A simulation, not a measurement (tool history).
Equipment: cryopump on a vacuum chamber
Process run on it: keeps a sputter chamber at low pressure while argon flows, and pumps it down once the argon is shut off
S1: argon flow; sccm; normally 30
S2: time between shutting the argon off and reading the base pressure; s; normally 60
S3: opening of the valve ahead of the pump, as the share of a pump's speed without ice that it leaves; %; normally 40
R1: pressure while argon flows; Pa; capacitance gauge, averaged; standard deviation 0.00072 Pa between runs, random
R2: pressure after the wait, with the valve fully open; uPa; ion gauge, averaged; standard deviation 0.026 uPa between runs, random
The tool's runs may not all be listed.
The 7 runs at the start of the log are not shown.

{"run": 8, "hour": 613.1, "S1": 30, "S2": 110, "S3": 40, "R1": 0.1332, "R2": 1.14}
{"run": 9, "hour": 679.8, "S1": 30, "S2": 110, "S3": 40, "R1": 0.1343, "R2": 1.11}
{"run": 10, "hour": 748.9, "S1": 30, "S2": 60, "S3": 40, "R1": 0.1364, "R2": 1.53}
{"run": 11, "hour": 842.2, "S1": 30, "S2": 60, "S3": 40, "R1": 0.1359, "R2": 1.61}
{"run": 12, "hour": 895.0, "S1": 30, "S2": 60, "S3": 40, "R1": 0.1359, "R2": 1.58}
{"run": 13, "hour": 971.6, "S1": 30, "S2": 60, "S3": 19, "R1": 0.2782, "R2": 1.69}
{"run": 14, "hour": 1057.0, "S1": 30, "S2": 60, "S3": 19, "R1": 0.2797, "R2": 1.68}
{"run": 15, "hour": 1145.4, "S1": 30, "S2": 60, "S3": 19, "R1": 0.282, "R2": 1.76}
{"run": 16, "hour": 1200.0, "S1": 30, "S2": 60, "S3": 19, "R1": 0.2839, "R2": 1.81}
{"hour": 1218.6, "done": "pump warmed up, emptied and cooled again"}
{"run": 17, "hour": 1266.5, "S1": 33, "S2": 57, "S3": 31, "R1": 0.1845, "R2": 1.73}
{"run": 18, "hour": 1317.7, "S1": 30, "S2": 271, "S3": 40, "R1": 0.1309, "R2": 1.13}
{"run": 19, "hour": 1366.6, "S1": 30, "S2": 271, "S3": 40, "R1": 0.1305, "R2": 1.1}
{"run": 20, "hour": 1424.4, "S1": 22, "S2": 156, "S3": 21, "R1": 0.1826, "R2": 1.24}
{"run": 21, "hour": 1473.7, "S1": 22, "S2": 156, "S3": 21, "R1": 0.1819, "R2": 1.28}
{"run": 22, "hour": 1542.5, "S1": 22, "S2": 156, "S3": 21, "R1": 0.1816, "R2": 1.33}
{"run": 23, "hour": 1627.0, "S1": 12, "S2": 24, "S3": 17, "R1": 0.1226, "R2": 3.1}
{"run": 24, "hour": 1672.8, "S1": 13, "S2": 299, "S3": 39, "R1": 0.0583, "R2": 1.23}
{"run": 25, "hour": 1757.5, "S1": 33, "S2": 185, "S3": 31, "R1": 0.1881, "R2": 1.39}
{"run": 26, "hour": 1853.4, "S1": 15, "S2": 148, "S3": 30, "R1": 0.0902, "R2": 1.55}
{"run": 27, "hour": 1957.6, "S1": 15, "S2": 148, "S3": 30, "R1": 0.0897, "R2": 1.63}
{"run": 28, "hour": 2042.0, "S1": 25, "S2": 79, "S3": 20, "R1": 0.2236, "R2": 1.92}
{"run": 29, "hour": 2094.8, "S1": 16, "S2": 71, "S3": 31, "R1": 0.0939, "R2": 2.02}
{"run": 30, "hour": 2173.3, "S1": 16, "S2": 71, "S3": 31, "R1": 0.0935, "R2": 2.14}
{"hour": 2259.3, "done": "pump warmed up, emptied and cooled again"}
{"run": 31, "hour": 2275.4, "S1": 30, "S2": 22, "S3": 15, "R1": 0.3448, "R2": 3.44}
{"run": 32, "hour": 2345.8, "S1": 14, "S2": 60, "S3": 34, "R1": 0.0716, "R2": 2.09}

Predict each of these 5 candidate next runs independently; none follows another, all start after run 32:
{"run": "A", "hour": 2430.1, "S1": 43, "S2": 60, "S3": 34, "R1": "?", "R2": "?"}
{"run": "B", "hour": 2430.1, "S1": 50, "S2": 59, "S3": 49, "R1": "?", "R2": "?"}
{"run": "C", "hour": 2430.1, "S1": 41, "S2": 32, "S3": 25, "R1": "?", "R2": "?"}
{"run": "D", "hour": 2430.1, "S1": 32, "S2": 75, "S3": 23, "R1": "?", "R2": "?"}
{"run": "E", "hour": 2430.1, "S1": 22, "S2": 188, "S3": 56, "R1": "?", "R2": "?"}

run=A R1=0.2202 R2=2.17
run=B R1=0.1815 R2=2.14
run=C R1=0.2874 R2=2.76
run=D R1=0.2411 R2=1.97
run=E R1=0.0694 R2=1.62
Without the tool's unlogged condition, the same runs would have read:
run=A R1=0.2160 R2=1.12
run=B R1=0.1765 R2=1.10
run=C R1=0.2834 R2=1.74
run=D R1=0.2379 R2=0.94
run=E R1=0.0672 R2=0.58
